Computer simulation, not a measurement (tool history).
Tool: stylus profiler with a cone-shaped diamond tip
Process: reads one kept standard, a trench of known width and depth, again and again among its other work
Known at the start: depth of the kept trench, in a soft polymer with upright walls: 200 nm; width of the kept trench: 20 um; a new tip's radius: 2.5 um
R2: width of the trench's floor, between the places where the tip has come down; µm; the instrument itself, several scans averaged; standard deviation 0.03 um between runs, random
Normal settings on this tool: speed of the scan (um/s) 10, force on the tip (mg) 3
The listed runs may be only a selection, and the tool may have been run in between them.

run 1 day=0 | speed_of_the_scan_(um/s)=10 force_on_the_tip_(mg)=3 | depth_of_the_trench_(nm)=203.34 R2=17.69
run 2 day=0.771 | speed_of_the_scan_(um/s)=10 force_on_the_tip_(mg)=6.15 | depth_of_the_trench_(nm)=205.15 R2=17.66
run 3 day=1.658 | speed_of_the_scan_(um/s)=17 force_on_the_tip_(mg)=3 | depth_of_the_trench_(nm)=203.47 R2=17.61
run 4 day=2.862 | speed_of_the_scan_(um/s)=17 force_on_the_tip_(mg)=3 | depth_of_the_trench_(nm)=203.39 R2=17.64
run 5 day=3.65 | speed_of_the_scan_(um/s)=17 force_on_the_tip_(mg)=3 | depth_of_the_trench_(nm)=203.4 R2=17.6
run 6 day=4.754 | speed_of_the_scan_(um/s)=10 force_on_the_tip_(mg)=6.13 | depth_of_the_trench_(nm)=204.86 R2=17.65
run 7 day=6.025 | speed_of_the_scan_(um/s)=10 force_on_the_tip_(mg)=6.13 | depth_of_the_trench_(nm)=205.24 R2=17.66
run 8 day=6.579 | speed_of_the_scan_(um/s)=4 force_on_the_tip_(mg)=6.13 | depth_of_the_trench_(nm)=205.13 R2=17.7
run 9 day=7.338 | speed_of_the_scan_(um/s)=4 force_on_the_tip_(mg)=2.14 | depth_of_the_trench_(nm)=202.91 R2=17.62
run 10 day=8.571 | speed_of_the_scan_(um/s)=4 force_on_the_tip_(mg)=2.14 | depth_of_the_trench_(nm)=203.12 R2=17.66
run 11 day=9.896 | speed_of_the_scan_(um/s)=4 force_on_the_tip_(mg)=2.14 | depth_of_the_trench_(nm)=203.14 R2=17.65
run 12 day=10.971 | speed_of_the_scan_(um/s)=10 force_on_the_tip_(mg)=3 | depth_of_the_trench_(nm)=203.66 R2=17.61
run 13 day=12.258 | speed_of_the_scan_(um/s)=17 force_on_the_tip_(mg)=3 | depth_of_the_trench_(nm)=203.74 R2=17.57
run 14 day=12.904 | speed_of_the_scan_(um/s)=17 force_on_the_tip_(mg)=3 | depth_of_the_trench_(nm)=203.54 R2=17.53
run 15 day=13.75 | speed_of_the_scan_(um/s)=17 force_on_the_tip_(mg)=3 | depth_of_the_trench_(nm)=203.47 R2=17.56
run 16 day=14.712 | speed_of_the_scan_(um/s)=17 force_on_the_tip_(mg)=1.53 | depth_of_the_trench_(nm)=202.67 R2=17.5
run 17 day=15.758 | speed_of_the_scan_(um/s)=17 force_on_the_tip_(mg)=1.53 | depth_of_the_trench_(nm)=202.58 R2=17.52
run 18 day=17.008 | speed_of_the_scan_(um/s)=6 force_on_the_tip_(mg)=1.68 | depth_of_the_trench_(nm)=202.92 R2=17.59
run 19 day=18.225 | speed_of_the_scan_(um/s)=3 force_on_the_tip_(mg)=1.4 | depth_of_the_trench_(nm)=202.5 R2=17.57
run 20 day=18.858 | speed_of_the_scan_(um/s)=3 force_on_the_tip_(mg)=7.8 | depth_of_the_trench_(nm)=206.02 R2=17.56
run 21 day=19.45 | speed_of_the_scan_(um/s)=3 force_on_the_tip_(mg)=7.8 | depth_of_the_trench_(nm)=206.02 R2=17.63
run 22 day=20.621 | speed_of_the_scan_(um/s)=3 force_on_the_tip_(mg)=7.8 | depth_of_the_trench_(nm)=206.01 R2=17.64
run 23 day=21.396 | speed_of_the_scan_(um/s)=11 force_on_the_tip_(mg)=1.41 | depth_of_the_trench_(nm)=202.58 R2=17.5
run 24 day=22.629 | speed_of_the_scan_(um/s)=24 force_on_the_tip_(mg)=1.16 | depth_of_the_trench_(nm)=202.49 R2=17.39
run 25 day=23.625 | speed_of_the_scan_(um/s)=24 force_on_the_tip_(mg)=4.22 | depth_of_the_trench_(nm)=204.59 R2=17.47
run 26 day=24.446 | speed_of_the_scan_(um/s)=24 force_on_the_tip_(mg)=4.22 | depth_of_the_trench_(nm)=204.32 R2=17.49
run 27 day=25.25 | speed_of_the_scan_(um/s)=6 force_on_the_tip_(mg)=1.42 | depth_of_the_trench_(nm)=202.72 R2=17.6
run 28 day=26.038 | speed_of_the_scan_(um/s)=26 force_on_the_tip_(mg)=3 | depth_of_the_trench_(nm)=203.81 R2=17.45
run 29 day=27.242 | speed_of_the_scan_(um/s)=26 force_on_the_tip_(mg)=3 | depth_of_the_trench_(nm)=203.74 R2=17.44
run 30 day=27.883 | speed_of_the_scan_(um/s)=15 force_on_the_tip_(mg)=4.99 | depth_of_the_trench_(nm)=205.11 R2=17.46
run 31 day=28.55 | speed_of_the_scan_(um/s)=9 force_on_the_tip_(mg)=3 | depth_of_the_trench_(nm)=203.9 R2=17.5
run 32 day=29.517 | speed_of_the_scan_(um/s)=4 force_on_the_tip_(mg)=3.25 | depth_of_the_trench_(nm)=203.82 R2=17.53
run 33 day=30.579 | speed_of_the_scan_(um/s)=37 force_on_the_tip_(mg)=3 | depth_of_the_trench_(nm)=204.06 R2=17.35
run 34 day=31.779 | speed_of_the_scan_(um/s)=37 force_on_the_tip_(mg)=3 | depth_of_the_trench_(nm)=203.74 R2=17.32

Table of differences, measured result less the result of that run with no hidden state. Run-to-run variation is the same in both. Gauge scatter possibly is not:
Hidden state present: radius of the tip, um; height scale over the true one, %; drift of the gauge itself on depth_nm, %; drift of the gauge itself on floor_um, %.
run=1 depth_of_the_trench_(nm)=+0.74 R2=-0.3
run=2 depth_of_the_trench_(nm)=+0.76 R2=-0.31
run=3 depth_of_the_trench_(nm)=+0.77 R2=-0.31
run=4 depth_of_the_trench_(nm)=+0.79 R2=-0.32
run=5 depth_of_the_trench_(nm)=+0.8 R2=-0.33
run=6 depth_of_the_trench_(nm)=+0.82 R2=-0.33
run=7 depth_of_the_trench_(nm)=+0.84 R2=-0.34
run=8 depth_of_the_trench_(nm)=+0.85 R2=-0.35
run=9 depth_of_the_trench_(nm)=+0.85 R2=-0.35
run=10 depth_of_the_trench_(nm)=+0.87 R2=-0.36
run=11 depth_of_the_trench_(nm)=+0.89 R2=-0.37
run=12 depth_of_the_trench_(nm)=+0.91 R2=-0.37
run=13 depth_of_the_trench_(nm)=+0.93 R2=-0.38
run=14 depth_of_the_trench_(nm)=+0.94 R2=-0.39
run=15 depth_of_the_trench_(nm)=+0.95 R2=-0.39
run=16 depth_of_the_trench_(nm)=+0.96 R2=-0.4
run=17 depth_of_the_trench_(nm)=+0.97 R2=-0.4
run=18 depth_of_the_trench_(nm)=+1 R2=-0.41
run=19 depth_of_the_trench_(nm)=+1.02 R2=-0.42
run=20 depth_of_the_trench_(nm)=+1.04 R2=-0.42
run=21 depth_of_the_trench_(nm)=+1.05 R2=-0.43
run=22 depth_of_the_trench_(nm)=+1.06 R2=-0.44
run=23 depth_of_the_trench_(nm)=+1.06 R2=-0.45
run=24 depth_of_the_trench_(nm)=+1.07 R2=-0.45
run=25 depth_of_the_trench_(nm)=+1.11 R2=-0.46
run=26 depth_of_the_trench_(nm)=+1.12 R2=-0.46
run=27 depth_of_the_trench_(nm)=+1.12 R2=-0.47
run=28 depth_of_the_trench_(nm)=+1.13 R2=-0.47
run=29 depth_of_the_trench_(nm)=+1.16 R2=-0.48
run=30 depth_of_the_trench_(nm)=+1.17 R2=-0.48
run=31 depth_of_the_trench_(nm)=+1.18 R2=-0.48
run=32 depth_of_the_trench_(nm)=+1.19 R2=-0.49
run=33 depth_of_the_trench_(nm)=+1.21 R2=-0.5
run=34 depth_of_the_trench_(nm)=+1.22 R2=-0.5
